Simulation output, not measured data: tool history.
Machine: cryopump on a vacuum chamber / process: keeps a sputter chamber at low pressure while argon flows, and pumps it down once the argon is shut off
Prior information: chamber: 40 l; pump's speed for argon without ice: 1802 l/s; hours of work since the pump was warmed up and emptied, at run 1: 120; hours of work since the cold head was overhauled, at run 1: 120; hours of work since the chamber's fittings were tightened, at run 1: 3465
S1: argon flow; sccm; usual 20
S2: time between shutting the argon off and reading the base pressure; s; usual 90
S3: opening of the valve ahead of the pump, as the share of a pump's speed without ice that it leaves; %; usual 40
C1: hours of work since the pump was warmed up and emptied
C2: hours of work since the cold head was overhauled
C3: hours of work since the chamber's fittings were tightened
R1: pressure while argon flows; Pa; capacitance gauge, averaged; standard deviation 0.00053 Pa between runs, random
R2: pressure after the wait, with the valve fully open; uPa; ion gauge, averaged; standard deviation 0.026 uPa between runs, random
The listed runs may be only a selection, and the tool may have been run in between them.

run	hour	S1	S2	S3	C1	C2	C3	R1	R2
1	0.0	20	90	40	120	120	3465	0.0477	2.62
2	19.3	20	90	34	132	132	3476	0.0560	2.55
3	32.7	20	90	40	139	139	3484	0.0491	2.63
4	50.5	20	90	40	150	150	3494	0.0483	2.65
5	78.5	20	90	40	166	166	3510	0.0484	2.66
6	106.0	20	90	40	182	182	3526	0.0477	2.75
7	133.2	20	90	23	198	198	3542	0.0828	2.67
8	162.4	20	90	23	215	215	3559	0.0831	2.66
9	183.9	16	90	40	228	228	3572	0.0399	2.72
10	207.6	16	41	40	242	242	3586	0.0399	3.71
11	220.5	16	87	40	249	249	3593	0.0385	2.76
12	242.2	20	90	40	262	262	3606	0.0502	2.72
13	262.4	20	90	40	274	274	3618	0.0482	2.87
14	288.9	20	90	40	289	289	3633	0.0497	2.90
15	316.1	20	90	40	305	305	3649	0.0495	2.87
16	341.5	20	90	40	320	320	3664	0.0491	2.84
17	365.6	20	90	40	334	334	3678	0.0502	2.90
18	388.9	20	271	20	347	347	3692	0.0975	2.28
19	407.5	15	119	20	358	358	3703	0.0725	2.68
20	427.1	15	119	20	370	370	3714	0.0723	2.80
# hour 446.0: leaking fittings of the chamber tightened, without venting
21	455.1	20	32	23	385	385	5	0.0866	2.76
22	474.3	20	32	23	396	396	17	0.0858	2.76
23	491.1	18	20	58	406	406	26	0.0319	4.30
24	520.4	9	66	40	423	423	43	0.0230	1.53
# hour 534.8: pump warmed up, emptied and cooled again
25	556.2	14	55	40	12	441	61	0.0325	1.68
26	572.8	14	55	40	22	451	71	0.0324	1.68
27	592.7	14	55	40	34	462	83	0.0334	1.73
28	618.9	20	90	16	49	478	98	0.1174	1.11

The next listed run, before its measurement:
29	641.6	39	51	17	62	491	111	?	?

R1: 0.2169 Pa
R2: 1.84 uPa
Without the tool's hidden state the same run would have given R1 0.2156 Pa, R2 1.73 uPa.

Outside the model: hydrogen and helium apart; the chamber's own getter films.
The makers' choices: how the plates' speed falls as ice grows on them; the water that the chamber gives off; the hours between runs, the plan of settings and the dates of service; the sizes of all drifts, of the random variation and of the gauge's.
